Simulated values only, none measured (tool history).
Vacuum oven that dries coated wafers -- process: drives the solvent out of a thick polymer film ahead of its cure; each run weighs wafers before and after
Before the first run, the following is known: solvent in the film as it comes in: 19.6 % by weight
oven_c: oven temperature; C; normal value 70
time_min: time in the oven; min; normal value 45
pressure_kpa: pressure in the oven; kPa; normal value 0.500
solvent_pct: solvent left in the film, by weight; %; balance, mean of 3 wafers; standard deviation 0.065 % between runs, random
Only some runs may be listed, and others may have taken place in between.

| run | hour | oven_c | time_min | pressure_kpa | solvent_pct |
|---|---|---|---|---|---|
| 1 | 0.0 | 70 | 45 | 0.500 | 4.16 |
| 2 | 8.6 | 70 | 45 | 0.500 | 4.11 |
| 3 | 23.7 | 70 | 45 | 0.500 | 4.17 |
| 4 | 34.2 | 70 | 45 | 0.500 | 4.06 |
| 5 | 45.9 | 70 | 45 | 0.500 | 4.23 |
| 6 | 54.9 | 70 | 45 | 0.500 | 4.15 |
| 7 | 64.7 | 70 | 45 | 0.500 | 4.28 |
| 8 | 74.6 | 70 | 45 | 0.500 | 4.23 |
| 9 | 92.8 | 70 | 45 | 0.500 | 4.18 |
| 10 | 104.3 | 70 | 66 | 0.500 | 2.31 |
| 11 | 115.4 | 70 | 45 | 0.500 | 4.17 |
| 12 | 130.0 | 66 | 45 | 0.795 | 5.84 |
| 13 | 141.4 | 70 | 56 | 0.312 | 2.98 |
| 14 | 157.5 | 70 | 44 | 1.861 | 4.71 |
| 15 | 166.2 | 70 | 45 | 0.390 | 4.07 |

Forecast run 16:
| 16 | 179.2 | 74 | 47 | 0.500 | ? |

{"run 16": {"solvent_pct": 2.64}}
Take away the tool's hidden state, keep the run-to-run variation as it was, and the same run would have given solvent_pct 2.63 %.
